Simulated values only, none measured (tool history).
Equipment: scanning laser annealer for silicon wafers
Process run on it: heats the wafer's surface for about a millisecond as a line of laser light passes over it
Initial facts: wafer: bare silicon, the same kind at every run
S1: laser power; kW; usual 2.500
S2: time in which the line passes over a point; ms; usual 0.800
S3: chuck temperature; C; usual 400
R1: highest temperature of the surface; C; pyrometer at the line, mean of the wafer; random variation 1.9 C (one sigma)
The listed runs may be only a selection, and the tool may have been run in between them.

Run 1, hour 0.0: usual settings. Result: R1 1115 C.
Run 2, hour 11.8: usual settings. Result: R1 1116 C.
Run 3, hour 34.7: usual settings but S3 363 C. Result: R1 1084 C.
Run 4, hour 57.8: usual settings but S3 363 C. Result: R1 1075 C.
Run 5, hour 85.7: usual settings but S3 363 C. Result: R1 1082 C.
Run 6, hour 112.8: usual settings but S1 2.155 kW. Result: R1 1023 C.
Run 7, hour 124.9: usual settings but S1 2.155 kW. Result: R1 1023 C.
Run 8, hour 147.5: usual settings but S1 2.155 kW. Result: R1 1020 C.
Run 9, hour 167.1: usual settings but S1 2.155 kW. Result: R1 1022 C.
Run 10, hour 187.0: usual settings but S1 2.155 kW. Result: R1 1019 C.
Run 11, hour 211.3: usual settings but S1 2.155 kW. Result: R1 1020 C.
Run 12, hour 238.8: usual settings but S1 2.155 kW. Result: R1 1018 C.
Run 13, hour 252.0: usual settings but S3 379 C. Result: R1 1088 C.
Run 14, hour 266.4: usual settings but S2 0.952 ms. Result: R1 1169 C.
Run 15, hour 294.4: usual settings. Result: R1 1107 C.
Run 16, hour 319.9: usual settings. Result: R1 1111 C.
Run 17, hour 332.7: usual settings. Result: R1 1108 C.
Run 18, hour 359.2: usual settings but S1 2.706 kW. Result: R1 1168 C.
Run 19, hour 371.3: usual settings but S1 2.416 kW, S2 0.896 ms, S3 414 C. Result: R1 1137 C.
Run 20, hour 390.0: usual settings but S1 2.416 kW, S2 0.896 ms, S3 414 C. Result: R1 1137 C.
Run 21, hour 406.5: usual settings but S1 2.416 kW, S2 0.744 ms, S3 398 C. Result: R1 1063 C.
Run 22, hour 429.9: usual settings but S1 2.416 kW, S2 0.744 ms, S3 398 C. Result: R1 1063 C.
Run 23, hour 459.0: usual settings but S1 2.409 kW. Result: R1 1111 C.
Run 24, hour 472.6: usual settings but S1 2.409 kW. Result: R1 1111 C.
Run 25, hour 495.3: usual settings but S1 2.289 kW, S2 0.765 ms, S3 433 C. Result: R1 1096 C.
Run 26, hour 513.9: usual settings but S1 2.289 kW, S2 0.765 ms, S3 433 C. Result: R1 1095 C.
Run 27, hour 536.0: usual settings but S1 2.482 kW, S2 0.812 ms, S3 371 C. Result: R1 1108 C.
Run 28, hour 555.0: usual settings but S1 2.502 kW. Result: R1 1136 C.
Run 29, hour 571.3: usual settings but S1 2.294 kW, S2 0.723 ms, S3 366 C. Result: R1 1012 C.
Run 30, hour 592.4: usual settings but S1 2.294 kW, S2 0.723 ms, S3 366 C. Result: R1 1014 C.
Run 31, hour 614.9: usual settings but S1 2.294 kW, S2 0.723 ms, S3 366 C. Result: R1 1016 C.
Run 32, hour 638.8: usual settings but S1 2.731 kW, S2 0.723 ms, S3 367 C. Result: R1 1129 C.
Run 33, hour 655.9: usual settings but S1 2.591 kW, S2 0.634 ms, S3 390 C. Result: R1 1074 C.
Run 34, hour 669.6: usual settings but S1 2.275 kW, S2 0.731 ms, S3 375 C. Result: R1 1018 C.
Run 35, hour 700.7: usual settings but S1 2.348 kW, S2 0.597 ms, S3 416 C. Result: R1 1027 C.

Not shown here: 2 entries made in the log between runs. Locate each between two listed runs and compare the hidden state at the listed run before it with the hidden state at the listed run after it:
Between runs 22 and 23: window over the wafer cleaned (hour 433.7)
  light that passes the window, % of a clean one's: 95.35 -> 99.56; laser's true power over the reading, %: -0.31 -> -0.32; width of the line over the set one, %: 1.1 -> 1.12
  measured value less the no-hidden-state value, R1: -35 -> -9 C
Between runs 34 and 35: optics aligned, line set to its width (hour 700.7)
  light that passes the window, % of a clean one's: 99.06 -> 99; width of the line over the set one, %: 1.22 -> 0.25
  measured value less the no-hidden-state value, R1: -11 -> -8 C
